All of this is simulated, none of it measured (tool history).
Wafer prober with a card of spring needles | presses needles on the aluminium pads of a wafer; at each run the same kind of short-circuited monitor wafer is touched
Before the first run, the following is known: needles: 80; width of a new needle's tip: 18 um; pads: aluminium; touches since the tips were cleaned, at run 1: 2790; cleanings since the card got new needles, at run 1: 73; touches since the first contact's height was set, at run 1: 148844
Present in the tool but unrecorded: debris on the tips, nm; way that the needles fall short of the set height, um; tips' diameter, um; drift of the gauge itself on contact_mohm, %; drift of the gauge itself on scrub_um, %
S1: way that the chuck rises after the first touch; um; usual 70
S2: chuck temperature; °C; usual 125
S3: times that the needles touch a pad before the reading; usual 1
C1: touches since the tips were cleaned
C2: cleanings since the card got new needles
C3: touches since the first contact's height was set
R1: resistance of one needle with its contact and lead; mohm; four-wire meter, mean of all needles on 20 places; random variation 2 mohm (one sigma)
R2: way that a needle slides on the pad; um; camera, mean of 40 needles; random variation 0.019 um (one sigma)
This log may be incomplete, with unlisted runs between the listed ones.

run   hour  S1   S2  S3    C1   C2      C3   R1     R2
  1      0  70  125   1  2790   73  148844  302  10.26
       9.3  -- tips cleaned on abrasive film
      27.8  -- tips cleaned on abrasive film
  2   41.6  70  125   1  5569   75  165580  347  10.21
      44.2  -- tips cleaned on abrasive film
      62.3  -- tips cleaned on abrasive film
  3     69  70  125   1  2692   77  176563  297  10.21
        81  -- tips cleaned on abrasive film
  4   94.2  70  125   2  5321   78  186720  291  10.21
      97.6  -- tips cleaned on abrasive film
       115  -- tips cleaned on abrasive film
  5  126.9  70  125   2  4807   80  199859  290  10.15
     132.7  -- tips cleaned on abrasive film
     147.2  -- height of the first contact set anew
     149.7  -- tips cleaned on abrasive film
  6  164.9  70  125   2  6110   82    7114  292  10.52
     168.9  -- tips cleaned on abrasive film
     186.7  -- tips cleaned on abrasive film
  7  187.5  70  125   2   318   84   16187  228  10.48
     204.6  -- tips cleaned on abrasive film
     223.7  -- tips cleaned on abrasive film
  8  230.2  70   88   1  2634   86   33373  297  10.48
     239.8  -- tips cleaned on abrasive film
       257  -- tips cleaned on abrasive film
  9    268  70   48   1  4416   88   48559  315  10.42
       275  -- tips cleaned on abrasive film
     292.2  -- tips cleaned on abrasive film
 10  296.4  70   48   1  1720   90   59990  275  10.38
       310  -- tips cleaned on abrasive film
 11  322.3  70   48   1  4955   91   70394  338  10.39
     325.9  -- tips cleaned on abrasive film
     343.9  -- tips cleaned on abrasive film
 12  357.4  50   48   1  5464   93   84519  470   7.35
     361.3  -- tips cleaned on abrasive film
     378.1  -- tips cleaned on abrasive film
 13  389.8  50   48   1  4730   95   97554  450   7.31
     396.3  -- tips cleaned on abrasive film
 14  411.1  70  125   1  5994   96  106108  353  10.32
       413  -- tips cleaned on abrasive film
     430.2  -- tips cleaned on abrasive film
 15    444  70  125   2  5601   98  119346  291  10.31
       446  -- tips cleaned on abrasive film
     462.7  -- tips cleaned on abrasive film
     479.9  -- tips cleaned on abrasive film
 16  483.4  70  125   2  1388  101  135128  248  10.26

Forecast run 17:
     496.6  -- tips cleaned on abrasive film
     515.2  -- tips cleaned on abrasive film
 17  521.4  84  106   2  2526  103  150431   ?   ?

{"run 17": {"R1": 249, "R2": 12.29}}
Were there no unlogged condition in the tool, this run, its random variation unchanged, would have produced R1 208 mohm, R2 12.62 um.
